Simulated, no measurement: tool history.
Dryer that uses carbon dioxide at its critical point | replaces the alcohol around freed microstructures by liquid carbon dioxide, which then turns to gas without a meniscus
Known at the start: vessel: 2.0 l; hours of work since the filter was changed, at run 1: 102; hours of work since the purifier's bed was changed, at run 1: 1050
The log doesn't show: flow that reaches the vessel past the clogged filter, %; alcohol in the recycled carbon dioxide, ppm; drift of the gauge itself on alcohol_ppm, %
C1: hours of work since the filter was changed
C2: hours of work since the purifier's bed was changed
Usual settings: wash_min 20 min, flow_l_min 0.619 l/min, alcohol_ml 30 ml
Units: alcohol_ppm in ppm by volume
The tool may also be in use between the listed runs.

run 1 hour=0 | wash_min=20 flow_l_min=0.619 alcohol_ml=30 | C1=102 C2=1050 | alcohol_ppm=277
run 2 hour=27.8 | wash_min=20 flow_l_min=0.619 alcohol_ml=30 | C1=116 C2=1064 | alcohol_ppm=279
run 3 hour=65.3 | wash_min=20 flow_l_min=0.619 alcohol_ml=30 | C1=135 C2=1083 | alcohol_ppm=279
-- hour=108.7 inlet filter changed
run 4 hour=126.6 | wash_min=20 flow_l_min=0.619 alcohol_ml=30 | C1=9 C2=1114 | alcohol_ppm=278
run 5 hour=152.1 | wash_min=20 flow_l_min=0.619 alcohol_ml=30 | C1=22 C2=1127 | alcohol_ppm=265
run 6 hour=200.8 | wash_min=20 flow_l_min=0.619 alcohol_ml=30 | C1=47 C2=1152 | alcohol_ppm=275
run 7 hour=244.7 | wash_min=23 flow_l_min=0.599 alcohol_ml=31 | C1=70 C2=1175 | alcohol_ppm=253
run 8 hour=270.3 | wash_min=23 flow_l_min=0.599 alcohol_ml=31 | C1=83 C2=1188 | alcohol_ppm=270
run 9 hour=308.1 | wash_min=23 flow_l_min=0.599 alcohol_ml=31 | C1=102 C2=1207 | alcohol_ppm=273
run 10 hour=349.8 | wash_min=23 flow_l_min=0.745 alcohol_ml=78 | C1=124 C2=1228 | alcohol_ppm=264
-- hour=372.6 purifier's bed changed
run 11 hour=399.1 | wash_min=29 flow_l_min=0.382 alcohol_ml=44 | C1=147 C2=14 | alcohol_ppm=245

Some steps in alcohol_ppm between neighbouring runs. How much of each would the tool show without its hidden state too (settings, what came in, random variation), and how much is left for the hidden state, with any gauge scatter that isn't in both results?
Run 6 -> 7: wash_min 20 -> 23, flow_l_min 0.619 -> 0.599, alcohol_ml 30 -> 31. alcohol_ppm -22 ppm by volume: hidden state +0, all else -22.
Run 10 -> 11: wash_min 23 -> 29, flow_l_min 0.745 -> 0.382, alcohol_ml 78 -> 44, purifier's bed changed. alcohol_ppm -19 ppm by volume: hidden state -169, all else +150.

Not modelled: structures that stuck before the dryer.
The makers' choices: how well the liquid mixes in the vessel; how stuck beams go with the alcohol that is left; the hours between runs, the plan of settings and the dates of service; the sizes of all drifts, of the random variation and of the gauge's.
